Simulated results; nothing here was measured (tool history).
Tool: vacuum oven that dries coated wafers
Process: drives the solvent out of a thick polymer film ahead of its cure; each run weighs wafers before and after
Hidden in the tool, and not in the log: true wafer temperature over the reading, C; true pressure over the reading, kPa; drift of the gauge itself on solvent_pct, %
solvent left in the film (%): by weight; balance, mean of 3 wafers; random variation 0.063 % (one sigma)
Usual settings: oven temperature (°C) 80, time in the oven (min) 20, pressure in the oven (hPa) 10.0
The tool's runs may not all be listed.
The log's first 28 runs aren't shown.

run   hour  oven temperature (°C)  time in the oven (min)  pressure in the oven (hPa)  hours of work since the thermocouples were calibrated  hours of work since the vacuum gauge was cleaned of residue  solvent left in the film (%)
 29  441.5                     67                      20                        15.2                                                     40                                                          577                          9.29
 30  454.7                     67                      20                        15.2                                                     48                                                          585                          9.32
 31  474.7                     80                      16                        17.9                                                     60                                                          597                          5.94
 32  490.3                     81                      16                        26.2                                                     69                                                          607                          6.67
 33  502.9                     80                      17                        10.0                                                     77                                                          614                          4.88
 34  519.2                     80                      17                        10.0                                                     87                                                          624                          4.76
 35  531.2                     80                      17                        10.0                                                     94                                                          631                          4.83
 36  543.4                     80                      21                        25.2                                                    101                                                          638                          6.25
 37  564.6                     66                      22                        25.2                                                    114                                                          651                         11.05
 38  580.6                     69                      11                        11.9                                                    123                                                          660                          9.95
 39  601.1                     78                      15                        10.6                                                    135                                                          673                          6.03
 40  617.6                     69                      34                        17.4                                                    145                                                          682                          7.76
 41  626.9                     69                      34                        17.4                                                    151                                                          688                          7.94
 42  648.3                     69                      34                        17.4                                                    164                                                          701                          7.78
 43  666.7                     68                      33                        15.3                                                    175                                                          712                          8.08
 44  675.6                     81                      18                        20.7                                                    180                                                          717                          5.72
 45  689.4                     86                      35                        16.6                                                    188                                                          725                          2.60

Forecast each of these 4 alternatives for the next run:
  A  702.6                     78                      13                        16.6                                                    196                                                          733                             ?
  B  702.6                     73                      14                         5.9                                                    196                                                          733                             ?
  C  702.6                     68                      35                        16.6                                                    196                                                          733                             ?
  D  702.6                     69                      14                        16.6                                                    196                                                          733                             ?

run  solvent left in the film (%)
  A                          7.22
  B                          7.40
  C                          8.09
  D                         10.08
Without the tool's hidden state the same runs would have given:
run  solvent left in the film (%)
  A                          6.71
  B                          6.88
  C                          7.33
  D                          9.56
